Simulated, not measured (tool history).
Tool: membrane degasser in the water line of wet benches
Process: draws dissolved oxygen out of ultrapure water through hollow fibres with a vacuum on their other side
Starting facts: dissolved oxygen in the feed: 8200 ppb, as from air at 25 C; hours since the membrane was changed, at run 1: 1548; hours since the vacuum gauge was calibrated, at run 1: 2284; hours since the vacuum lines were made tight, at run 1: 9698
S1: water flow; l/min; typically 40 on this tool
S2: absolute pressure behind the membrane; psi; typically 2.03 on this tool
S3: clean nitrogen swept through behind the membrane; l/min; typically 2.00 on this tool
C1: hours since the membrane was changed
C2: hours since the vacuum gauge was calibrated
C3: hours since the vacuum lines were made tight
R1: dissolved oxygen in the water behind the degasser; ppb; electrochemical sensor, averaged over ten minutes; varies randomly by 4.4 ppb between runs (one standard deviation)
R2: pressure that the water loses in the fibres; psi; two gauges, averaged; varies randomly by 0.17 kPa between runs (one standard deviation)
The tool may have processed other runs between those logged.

| run | day | S1 | S2 | S3 | C1 | C2 | C3 | R1 | R2 |
|---|---|---|---|---|---|---|---|---|---|
| 1 | 0.000 | 40 | 2.03 | 2.00 | 1548 | 2284 | 9698 | 518.1 | 3.672 |
| 2 | 1.038 | 40 | 2.03 | 2.00 | 1573 | 2309 | 9723 | 525.1 | 3.755 |
| 3 | 2.462 | 40 | 2.03 | 2.00 | 1607 | 2343 | 9757 | 525.1 | 3.754 |
| 4 | 3.412 | 47 | 2.03 | 2.00 | 1630 | 2366 | 9780 | 609.7 | 4.415 |
| 5 | 5.021 | 40 | 2.03 | 2.00 | 1669 | 2405 | 9818 | 524.9 | 3.745 |
| 6 | 7.104 | 40 | 2.03 | 2.00 | 1719 | 2455 | 9868 | 516.2 | 3.751 |
| 7 | 9.025 | 40 | 2.03 | 2.00 | 1765 | 2501 | 9914 | 520.2 | 3.675 |
| 8 | 10.996 | 40 | 2.03 | 2.00 | 1812 | 2548 | 9962 | 514.4 | 3.735 |
| 9 | 12.754 | 40 | 2.05 | 2.00 | 1854 | 2590 | 10004 | 528.8 | 3.707 |
| 10 | 14.529 | 40 | 4.02 | 2.00 | 1897 | 2633 | 10047 | 1041.8 | 3.777 |
| 11 | 15.458 | 40 | 4.02 | 2.00 | 1919 | 2655 | 10069 | 1029.5 | 3.752 |
| 12 | 16.533 | 51 | 1.38 | 1.49 | 1945 | 2681 | 10095 | 534.8 | 4.809 |
| 13 | 18.742 | 51 | 1.38 | 5.06 | 1998 | 2734 | 10148 | 257.6 | 4.770 |

4 ways to go on from here, each from the tool as it stands after run 13. What would each give?
| A | 20.450 | 45 | 3.32 | 5.06 | 2039 | 2775 | 10189 | ? | ? |
| B | 20.450 | 46 | 2.03 | 3.92 | 2039 | 2775 | 10189 | ? | ? |
| C | 20.450 | 40 | 4.12 | 2.22 | 2039 | 2775 | 10189 | ? | ? |
| D | 20.450 | 59 | 1.71 | 0.80 | 2039 | 2775 | 10189 | ? | ? |

| run | R1 | R2 |
|---|---|---|
| A | 476.8 | 4.216 |
| B | 377.8 | 4.313 |
| C | 974.3 | 3.764 |
| D | 1114.3 | 5.520 |
Without the tool's hidden state the same runs would have given:
| run | R1 | R2 |
|---|---|---|
| A | 470.8 | 4.177 |
| B | 371.9 | 4.274 |
| C | 966.7 | 3.729 |
| D | 1106.4 | 5.469 |
